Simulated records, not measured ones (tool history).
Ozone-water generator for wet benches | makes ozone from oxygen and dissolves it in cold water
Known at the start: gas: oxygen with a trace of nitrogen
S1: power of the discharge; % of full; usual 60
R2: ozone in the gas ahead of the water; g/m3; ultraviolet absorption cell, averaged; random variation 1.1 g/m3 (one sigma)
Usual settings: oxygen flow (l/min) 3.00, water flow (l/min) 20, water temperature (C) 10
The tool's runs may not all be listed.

run 1 hour=0.0 | S1=60 oxygen_flow_(l/min)=3.00 water_flow_(l/min)=20 water_temperature_(C)=10 | dissolved_ozone_(ppm)=16.7 R2=184.2
run 2 hour=86.0 | S1=60 oxygen_flow_(l/min)=3.00 water_flow_(l/min)=20 water_temperature_(C)=10 | dissolved_ozone_(ppm)=16.4 R2=183.6
run 3 hour=172.7 | S1=50 oxygen_flow_(l/min)=3.00 water_flow_(l/min)=20 water_temperature_(C)=10 | dissolved_ozone_(ppm)=14.0 R2=156.7
run 4 hour=245.0 | S1=60 oxygen_flow_(l/min)=3.00 water_flow_(l/min)=20 water_temperature_(C)=10 | dissolved_ozone_(ppm)=16.3 R2=182.4
run 5 hour=313.2 | S1=60 oxygen_flow_(l/min)=3.00 water_flow_(l/min)=20 water_temperature_(C)=10 | dissolved_ozone_(ppm)=16.5 R2=183.4
run 6 hour=382.0 | S1=60 oxygen_flow_(l/min)=3.00 water_flow_(l/min)=20 water_temperature_(C)=15 | dissolved_ozone_(ppm)=16.1 R2=181.8
run 7 hour=418.8 | S1=60 oxygen_flow_(l/min)=3.00 water_flow_(l/min)=20 water_temperature_(C)=10 | dissolved_ozone_(ppm)=16.3 R2=181.3
run 8 hour=463.4 | S1=60 oxygen_flow_(l/min)=3.00 water_flow_(l/min)=20 water_temperature_(C)=10 | dissolved_ozone_(ppm)=16.2 R2=183.1
run 9 hour=521.9 | S1=60 oxygen_flow_(l/min)=1.91 water_flow_(l/min)=20 water_temperature_(C)=10 | dissolved_ozone_(ppm)=15.1 R2=241.0
run 10 hour=583.3 | S1=60 oxygen_flow_(l/min)=1.91 water_flow_(l/min)=20 water_temperature_(C)=10 | dissolved_ozone_(ppm)=15.5 R2=244.1
run 11 hour=636.7 | S1=60 oxygen_flow_(l/min)=1.91 water_flow_(l/min)=20 water_temperature_(C)=15 | dissolved_ozone_(ppm)=14.7 R2=241.8
run 12 hour=684.0 | S1=60 oxygen_flow_(l/min)=1.91 water_flow_(l/min)=20 water_temperature_(C)=15 | dissolved_ozone_(ppm)=14.7 R2=242.9
run 13 hour=738.8 | S1=60 oxygen_flow_(l/min)=1.91 water_flow_(l/min)=20 water_temperature_(C)=15 | dissolved_ozone_(ppm)=14.6 R2=242.3
run 14 hour=803.1 | S1=60 oxygen_flow_(l/min)=3.00 water_flow_(l/min)=20 water_temperature_(C)=10 | dissolved_ozone_(ppm)=16.4 R2=182.0
run 15 hour=876.9 | S1=60 oxygen_flow_(l/min)=3.00 water_flow_(l/min)=20 water_temperature_(C)=10 | dissolved_ozone_(ppm)=16.1 R2=179.4
run 16 hour=957.8 | S1=60 oxygen_flow_(l/min)=3.00 water_flow_(l/min)=20 water_temperature_(C)=10 | dissolved_ozone_(ppm)=16.0 R2=179.5
run 17 hour=1032.0 | S1=60 oxygen_flow_(l/min)=3.00 water_flow_(l/min)=20 water_temperature_(C)=10 | dissolved_ozone_(ppm)=16.2 R2=178.4
run 18 hour=1093.5 | S1=60 oxygen_flow_(l/min)=3.00 water_flow_(l/min)=20 water_temperature_(C)=10 | dissolved_ozone_(ppm)=16.1 R2=179.8
run 19 hour=1144.0 | S1=60 oxygen_flow_(l/min)=3.00 water_flow_(l/min)=31 water_temperature_(C)=10 | dissolved_ozone_(ppm)=9.8 R2=179.5
run 20 hour=1215.4 | S1=60 oxygen_flow_(l/min)=4.33 water_flow_(l/min)=31 water_temperature_(C)=10 | dissolved_ozone_(ppm)=10.4 R2=141.0
run 21 hour=1263.3 | S1=60 oxygen_flow_(l/min)=5.22 water_flow_(l/min)=14 water_temperature_(C)=10 | dissolved_ozone_(ppm)=21.7 R2=126.0
run 22 hour=1316.6 | S1=60 oxygen_flow_(l/min)=5.22 water_flow_(l/min)=14 water_temperature_(C)=10 | dissolved_ozone_(ppm)=21.7 R2=125.9
run 23 hour=1384.3 | S1=60 oxygen_flow_(l/min)=4.16 water_flow_(l/min)=22 water_temperature_(C)=16 | dissolved_ozone_(ppm)=13.9 R2=145.8
-- hour=1448.4 contactor cleaned
run 24 hour=1461.0 | S1=51 oxygen_flow_(l/min)=3.00 water_flow_(l/min)=31 water_temperature_(C)=10 | dissolved_ozone_(ppm)=8.8 R2=155.7
run 25 hour=1516.0 | S1=51 oxygen_flow_(l/min)=3.00 water_flow_(l/min)=16 water_temperature_(C)=9 | dissolved_ozone_(ppm)=17.6 R2=155.3
run 26 hour=1574.6 | S1=44 oxygen_flow_(l/min)=2.06 water_flow_(l/min)=16 water_temperature_(C)=5 | dissolved_ozone_(ppm)=15.5 R2=173.5
run 27 hour=1656.3 | S1=44 oxygen_flow_(l/min)=2.06 water_flow_(l/min)=16 water_temperature_(C)=5 | dissolved_ozone_(ppm)=15.2 R2=174.9
-- hour=1681.3 water thermometer calibrated
run 28 hour=1735.6 | S1=65 oxygen_flow_(l/min)=1.54 water_flow_(l/min)=15 water_temperature_(C)=6 | dissolved_ozone_(ppm)=21.8 R2=291.5
run 29 hour=1777.8 | S1=54 oxygen_flow_(l/min)=1.54 water_flow_(l/min)=15 water_temperature_(C)=6 | dissolved_ozone_(ppm)=18.5 R2=249.6
run 30 hour=1861.0 | S1=97 oxygen_flow_(l/min)=2.91 water_flow_(l/min)=28 water_temperature_(C)=10 | dissolved_ozone_(ppm)=16.6 R2=269.9
run 31 hour=1936.8 | S1=97 oxygen_flow_(l/min)=2.91 water_flow_(l/min)=28 water_temperature_(C)=6 | dissolved_ozone_(ppm)=17.1 R2=267.7

Run 32 comes next. What will it give?
run 32 hour=1991.4 | S1=95 oxygen_flow_(l/min)=3.73 water_flow_(l/min)=24 water_temperature_(C)=9 | dissolved_ozone_(ppm)=? R2=?

{"run 32": {"dissolved ozone (ppm)": 20.3, "R2": 227.5}}
Without the tool's hidden state the same run would have given dissolved ozone (ppm) 22.3, R2 248.0 g/m3.

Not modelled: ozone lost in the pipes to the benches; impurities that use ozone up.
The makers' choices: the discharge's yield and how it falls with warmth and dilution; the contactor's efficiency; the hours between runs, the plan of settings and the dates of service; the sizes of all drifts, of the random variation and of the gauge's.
